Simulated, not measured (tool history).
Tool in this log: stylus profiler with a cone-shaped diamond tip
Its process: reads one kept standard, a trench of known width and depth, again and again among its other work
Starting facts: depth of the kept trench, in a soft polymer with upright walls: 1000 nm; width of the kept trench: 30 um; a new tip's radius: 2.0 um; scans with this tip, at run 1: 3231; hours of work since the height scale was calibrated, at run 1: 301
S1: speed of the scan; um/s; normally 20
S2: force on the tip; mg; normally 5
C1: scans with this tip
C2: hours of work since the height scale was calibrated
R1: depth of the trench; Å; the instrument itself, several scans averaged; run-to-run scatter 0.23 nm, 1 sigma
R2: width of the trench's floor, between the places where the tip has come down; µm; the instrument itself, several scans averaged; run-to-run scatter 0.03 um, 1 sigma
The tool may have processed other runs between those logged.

run	hour	S1	S2	C1	C2	R1	R2
1	0	20	5	3231	301	10276.6	26.41
2	10	20	5.61	3292	307	10298.7	26.49
3	23.6	20	5.61	3374	315	10297.4	26.53
4	39.3	20	5.61	3470	324	10297.8	26.45
5	49.5	8	5	3532	329	10277.2	26.56
6	65	8	5	3626	338	10279.5	26.46
7	79.7	8	2.29	3715	347	10158	26.44
8	95	8	2.29	3808	355	10160.1	26.5
9	107.3	20	2.26	3883	362	10163.8	26.46
10	123.2	20	2.26	3980	371	10164.6	26.41
11	131.9	57	5	4033	376	10275.7	26.32
12	145.7	57	5	4116	384	10278.2	26.37
13	156.7	20	5	4183	390	10272.4	26.45
14	166.3	20	5	4242	396	10275.7	26.48
15	177.9	20	5	4312	402	10275.8	26.48
16	184.9	20	5	4355	406	10276.1	26.42
17	191.6	20	5	4396	410	10274.7	26.52
18	206.8	7	5	4488	419	10276	26.52
19	216.6	7	3.18	4547	424	10199.7	26.49
20	225.5	7	3.18	4602	429	10199.9	26.46
21	232.7	7	3.18	4645	433	10204	26.41
22	240.7	7	3.18	4694	438	10203.5	26.47
23	256.5	9	3.18	4790	447	10205.6	26.54
24	269.2	9	3.18	4867	454	10202.8	26.45
25	279.5	7	5	4929	460	10272.3	26.46
26	291.7	7	5	5004	467	10274.5	26.51
27	305.6	33	1.81	5089	475	10137.2	26.36
28	315	8	10.58	5145	480	10452.4	26.44
29	322.5	9	10.41	5191	484	10449.8	26.5
30	331.5	9	10.41	5246	489	10446.5	26.53
31	341.2	15	5	5305	495	10276.3	26.52
32	351.8	17	9.96	5369	501	10435.3	26.49
33	363.1	59	2.73	5438	507	10184.9	26.24
34	375	59	2.73	5510	514	10187.7	26.21
35	386.2	12	5.27	5578	520	10284	26.5
36	400.3	12	9.13	5664	528	10411.2	26.49
37	408.4	45	5	5713	533	10273.7	26.46
38	423.4	45	5	5804	541	10271.6	26.31
39	437.9	50	10.16	5892	550	10445.3	26.39
40	445.1	50	10.16	5936	554	10442.4	26.39
41	455.1	28	11.76	5997	559	10488.3	26.5
42	464.7	10	6.2	6056	565	10316.2	26.49
43	475.3	5	6.15	6120	571	10313.8	26.48
44	488.6	21	13.89	6200	578	10547.6	26.48
45	496.9	21	13.89	6251	583	10546.8	26.52
46	507.1	59	10.11	6313	589	10440.3	26.38
47	515.1	59	10.11	6362	593	10444.3	26.43

Forecast each of these 4 alternatives for the next run:
A	528.6	34	1.94	6443	601	?	?
B	528.6	22	10.11	6443	601	?	?
C	528.6	28	4.16	6443	601	?	?
D	528.6	20	4.9	6443	601	?	?

run	R1	R2
A	10146.6	26.35
B	10441.8	26.44
C	10241.4	26.4
D	10271	26.45
The same runs, with their run-to-run variation unchanged, on a tool lacking any hidden condition would have given:
run	R1	R2
A	10146.4	26.35
B	10441.6	26.45
C	10241.2	26.41
D	10270.9	26.45

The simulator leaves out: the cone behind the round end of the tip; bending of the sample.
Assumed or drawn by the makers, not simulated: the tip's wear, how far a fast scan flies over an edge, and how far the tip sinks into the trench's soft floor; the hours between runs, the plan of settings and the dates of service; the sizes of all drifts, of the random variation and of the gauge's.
